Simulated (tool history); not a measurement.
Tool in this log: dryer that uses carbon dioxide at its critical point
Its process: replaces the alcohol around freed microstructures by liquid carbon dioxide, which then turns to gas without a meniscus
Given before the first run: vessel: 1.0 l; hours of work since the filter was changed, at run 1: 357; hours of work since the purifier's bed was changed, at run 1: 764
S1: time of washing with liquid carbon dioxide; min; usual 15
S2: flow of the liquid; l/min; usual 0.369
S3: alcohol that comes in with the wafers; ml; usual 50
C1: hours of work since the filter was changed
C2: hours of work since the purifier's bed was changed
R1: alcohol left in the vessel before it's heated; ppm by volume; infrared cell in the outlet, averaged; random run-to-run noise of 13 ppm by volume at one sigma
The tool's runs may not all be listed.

run    hour  S1     S2   S3   C1    C2     R1
  1       0  15  0.369   50  357   764   1400
  2    23.3  15  0.369   50  371   778   1462
  3      50  15  0.369   50  387   794   1511
  4    85.9  15  0.369   50  408   816   1518
  5     109  15  0.369   50  422   829   1589
  6   138.6  15  0.369   50  440   847   1599
  7   169.6  15  0.369   50  458   866   1689
      206.1  -- inlet filter changed
  8   206.1  15  0.369   50    0   887    933
  9   236.6  15  0.369   50   18   905    940
 10   261.7  15  0.369   50   33   920    955
 11   286.5  15  0.369   50   48   935    969
 12   326.1  15  0.457   50   72   959    487
 13   349.9  15  0.457   50   86   973    493
 14   376.4  15  0.457   50  102   989    490
 15   414.8  15  0.369   50  125  1012   1103
 16   443.6  15  0.398   50  142  1029    842
      456.2  -- purifier's bed changed
 17   467.6  15  0.398   50  155     7    742
 18   511.1  15  0.398   50  181    33    798
 19   557.4  10   0.44   30  208    61   1505
 20   582.2  10   0.44   30  223    75   1545
 21   617.9  10  0.377   43  245    97   3270
 22   644.7  22  0.266   24  261   113    441
 23     674   9  0.369   65  278   130   6991
 24   702.8   9  0.369   65  295   148   6988
 25   746.1   9  0.369   65  321   173   7194
 26   783.6  13  0.626   82  344   196    471
 27   833.2  12  0.245   26  373   226   3802
 28   853.3  22  0.305  117  385   238   1499
 29   878.8  19  0.369   50  401   253    602
 30     909  12  0.242  105  419   271  16148
 31     930  17  0.337   23  431   283    639
 32   951.9  17  0.337   23  444   297    681
 33   996.7  17  0.337   23  471   323    702
     1010.3  -- inlet filter changed
 34  1040.1  17  0.337   23   18   349    364

Branching from run 34: 5 alternative next runs. What would each branch give?
  A  1074.3  17  0.222  37  38  369   ?
  B  1074.3  15  0.369  52  38  369   ?
  C  1074.3  11  0.337  70  38  369   ?
  D  1074.3  17  0.306  23  38  369   ?
  E  1074.3  15   0.38  27  38  369   ?

run    R1
  A  2167
  B   914
  C  4452
  D   522
  E   447
What these runs would have given with no unlogged condition in the tool:
run    R1
  A  2014
  B   807
  C  4189
  D   447
  E   374
